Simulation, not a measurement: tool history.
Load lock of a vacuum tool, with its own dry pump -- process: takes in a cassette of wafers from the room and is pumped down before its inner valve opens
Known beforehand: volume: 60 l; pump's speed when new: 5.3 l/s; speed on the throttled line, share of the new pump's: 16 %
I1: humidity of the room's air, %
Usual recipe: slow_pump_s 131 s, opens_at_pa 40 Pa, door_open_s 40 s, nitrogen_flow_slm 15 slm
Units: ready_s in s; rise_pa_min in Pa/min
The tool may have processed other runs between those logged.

{"run": 1, "hour": 0.0, "slow_pump_s": 131, "opens_at_pa": 40, "door_open_s": 40, "nitrogen_flow_slm": 15, "I1": 46.1, "ready_s": 201.7, "rise_pa_min": 0.162}
{"run": 2, "hour": 159.0, "slow_pump_s": 131, "opens_at_pa": 40, "door_open_s": 40, "nitrogen_flow_slm": 15, "I1": 44.3, "ready_s": 201.9, "rise_pa_min": 0.17}
{"run": 3, "hour": 303.0, "slow_pump_s": 131, "opens_at_pa": 40, "door_open_s": 40, "nitrogen_flow_slm": 15, "I1": 41.7, "ready_s": 202.5, "rise_pa_min": 0.173}
{"run": 4, "hour": 401.7, "slow_pump_s": 131, "opens_at_pa": 40, "door_open_s": 40, "nitrogen_flow_slm": 15, "I1": 42.8, "ready_s": 202.8, "rise_pa_min": 0.178}
{"run": 5, "hour": 555.1, "slow_pump_s": 131, "opens_at_pa": 40, "door_open_s": 40, "nitrogen_flow_slm": 15, "I1": 43.1, "ready_s": 202.3, "rise_pa_min": 0.185}
{"run": 6, "hour": 629.7, "slow_pump_s": 131, "opens_at_pa": 40, "door_open_s": 40, "nitrogen_flow_slm": 15, "I1": 47.1, "ready_s": 201.3, "rise_pa_min": 0.185}
{"run": 7, "hour": 783.4, "slow_pump_s": 131, "opens_at_pa": 40, "door_open_s": 40, "nitrogen_flow_slm": 15, "I1": 48.6, "ready_s": 201.9, "rise_pa_min": 0.195}
{"run": 8, "hour": 861.9, "slow_pump_s": 131, "opens_at_pa": 40, "door_open_s": 40, "nitrogen_flow_slm": 15, "I1": 44.3, "ready_s": 202.6, "rise_pa_min": 0.194}
{"run": 9, "hour": 1006.5, "slow_pump_s": 131, "opens_at_pa": 31, "door_open_s": 40, "nitrogen_flow_slm": 15, "I1": 46.2, "ready_s": 206.8, "rise_pa_min": 0.2}
{"run": 10, "hour": 1107.1, "slow_pump_s": 168, "opens_at_pa": 31, "door_open_s": 40, "nitrogen_flow_slm": 15, "I1": 46.3, "ready_s": 236.6, "rise_pa_min": 0.203}
{"hour": 1169.5, "done": "door's seal changed, seat wiped"}
{"run": 11, "hour": 1267.4, "slow_pump_s": 168, "opens_at_pa": 31, "door_open_s": 40, "nitrogen_flow_slm": 15, "I1": 42.9, "ready_s": 236.9, "rise_pa_min": 0.019}
{"run": 12, "hour": 1366.2, "slow_pump_s": 245, "opens_at_pa": 28, "door_open_s": 40, "nitrogen_flow_slm": 41, "I1": 45.7, "ready_s": 302.2, "rise_pa_min": 0.014}
{"run": 13, "hour": 1506.5, "slow_pump_s": 245, "opens_at_pa": 28, "door_open_s": 40, "nitrogen_flow_slm": 41, "I1": 46.5, "ready_s": 302.8, "rise_pa_min": 0.013}
{"run": 14, "hour": 1585.9, "slow_pump_s": 245, "opens_at_pa": 28, "door_open_s": 40, "nitrogen_flow_slm": 41, "I1": 48.2, "ready_s": 301.8, "rise_pa_min": 0.02}
{"run": 15, "hour": 1743.2, "slow_pump_s": 245, "opens_at_pa": 71, "door_open_s": 40, "nitrogen_flow_slm": 27, "I1": 43.7, "ready_s": 290.6, "rise_pa_min": 0.016}
{"run": 16, "hour": 1902.2, "slow_pump_s": 245, "opens_at_pa": 71, "door_open_s": 40, "nitrogen_flow_slm": 27, "I1": 44.1, "ready_s": 289.8, "rise_pa_min": 0.029}
{"run": 17, "hour": 2043.7, "slow_pump_s": 75, "opens_at_pa": 37, "door_open_s": 40, "nitrogen_flow_slm": 15, "I1": 44, "ready_s": 157.7, "rise_pa_min": 0.027}
{"run": 18, "hour": 2146.4, "slow_pump_s": 131, "opens_at_pa": 40, "door_open_s": 171, "nitrogen_flow_slm": 15, "I1": 45.4, "ready_s": 203.2, "rise_pa_min": 0.051}
{"run": 19, "hour": 2289.8, "slow_pump_s": 176, "opens_at_pa": 40, "door_open_s": 60, "nitrogen_flow_slm": 19, "I1": 43.7, "ready_s": 240.1, "rise_pa_min": 0.029}
{"run": 20, "hour": 2384.5, "slow_pump_s": 131, "opens_at_pa": 42, "door_open_s": 40, "nitrogen_flow_slm": 15, "I1": 41.4, "ready_s": 202, "rise_pa_min": 0.035}
{"run": 21, "hour": 2480.4, "slow_pump_s": 209, "opens_at_pa": 40, "door_open_s": 25, "nitrogen_flow_slm": 15, "I1": 43.4, "ready_s": 267.2, "rise_pa_min": 0.037}

Alternative continuations, all from the tool just after run 21; predict every row:
{"run": "A", "hour": 2618.9, "slow_pump_s": 112, "opens_at_pa": 66, "door_open_s": 149, "nitrogen_flow_slm": 15, "I1": 46.2, "ready_s": "?", "rise_pa_min": "?"}
{"run": "B", "hour": 2618.9, "slow_pump_s": 72, "opens_at_pa": 44, "door_open_s": 31, "nitrogen_flow_slm": 15, "I1": 45.1, "ready_s": "?", "rise_pa_min": "?"}
{"run": "C", "hour": 2618.9, "slow_pump_s": 209, "opens_at_pa": 37, "door_open_s": 168, "nitrogen_flow_slm": 15, "I1": 45.8, "ready_s": "?", "rise_pa_min": "?"}

run=A ready_s=182.5 rise_pa_min=0.053
run=B ready_s=153.5 rise_pa_min=0.036
run=C ready_s=269.2 rise_pa_min=0.054
What these runs would have given with no unlogged condition in the tool:
run=A ready_s=178 rise_pa_min=0.037
run=B ready_s=148.2 rise_pa_min=0.02
run=C ready_s=265.3 rise_pa_min=0.038
